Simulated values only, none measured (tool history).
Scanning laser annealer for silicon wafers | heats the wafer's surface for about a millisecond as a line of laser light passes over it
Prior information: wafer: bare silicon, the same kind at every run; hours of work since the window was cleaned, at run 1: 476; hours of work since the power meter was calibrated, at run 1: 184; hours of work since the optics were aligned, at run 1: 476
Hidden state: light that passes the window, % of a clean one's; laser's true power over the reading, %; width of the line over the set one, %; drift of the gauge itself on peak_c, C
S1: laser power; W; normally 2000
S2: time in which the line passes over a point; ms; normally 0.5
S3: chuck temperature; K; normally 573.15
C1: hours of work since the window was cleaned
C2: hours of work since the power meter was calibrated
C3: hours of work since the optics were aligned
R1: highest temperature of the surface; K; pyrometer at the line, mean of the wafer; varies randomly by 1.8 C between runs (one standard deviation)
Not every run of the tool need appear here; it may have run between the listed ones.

run    hour    S1     S2      S3   C1   C2   C3       R1
  1       0  2000    0.5  573.15  476  184  476  1252.15
  2      45  2000    0.5  573.15  499  207  499  1252.15
  3   104.5  2000    0.5  535.15  528  237  528  1213.15
  4   166.5  2000    0.5  535.15  559  268  559  1212.15
  5   198.4  2000    0.5  580.15  575  283  575  1256.15
  6   265.9  2000    0.5  580.15  609  317  609  1256.15
  7   307.9  1981    0.5  573.15  630  338  630  1239.15
  8   354.8  2000    0.5  573.15  653  361  653  1244.15
  9   424.6  2000    0.5  573.15  688  396  688  1241.15
      432.6  -- window over the wafer cleaned
 10   467.8  2000    0.5  573.15   18  417  708  1271.15
 11   529.7  2000  0.423  573.15   48  448  739  1206.15
 12   567.9  2000  0.423  573.15   67  467  758  1203.15
 13   600.3  2000  0.423  573.15   84  483  775  1203.15
 14   665.1  2000  0.423  573.15  116  515  807  1200.15
 15   715.5  2000  0.423  573.15  141  540  832  1198.15
 16   787.9  2000  0.423  573.15  177  576  868  1197.15
 17   838.8  2000  0.376  563.15  203  602  893  1145.15
 18   904.7  2076  0.462  596.15  235  635  926  1283.15
 19   952.2  1936  0.599  596.15  259  658  950  1329.15
      958.3  -- laser's power meter calibrated
 20  1004.6  1936  0.599  596.15  284   23  975  1329.15

The next listed run, before its measurement:
 21  1034.8  2000  0.577  573.15  299  38  990   ?

Run 21 gave R1 1319.15 K.
On a tool with no hidden condition, and with the same random variation, this run would have come out at R1 1342.15 K.

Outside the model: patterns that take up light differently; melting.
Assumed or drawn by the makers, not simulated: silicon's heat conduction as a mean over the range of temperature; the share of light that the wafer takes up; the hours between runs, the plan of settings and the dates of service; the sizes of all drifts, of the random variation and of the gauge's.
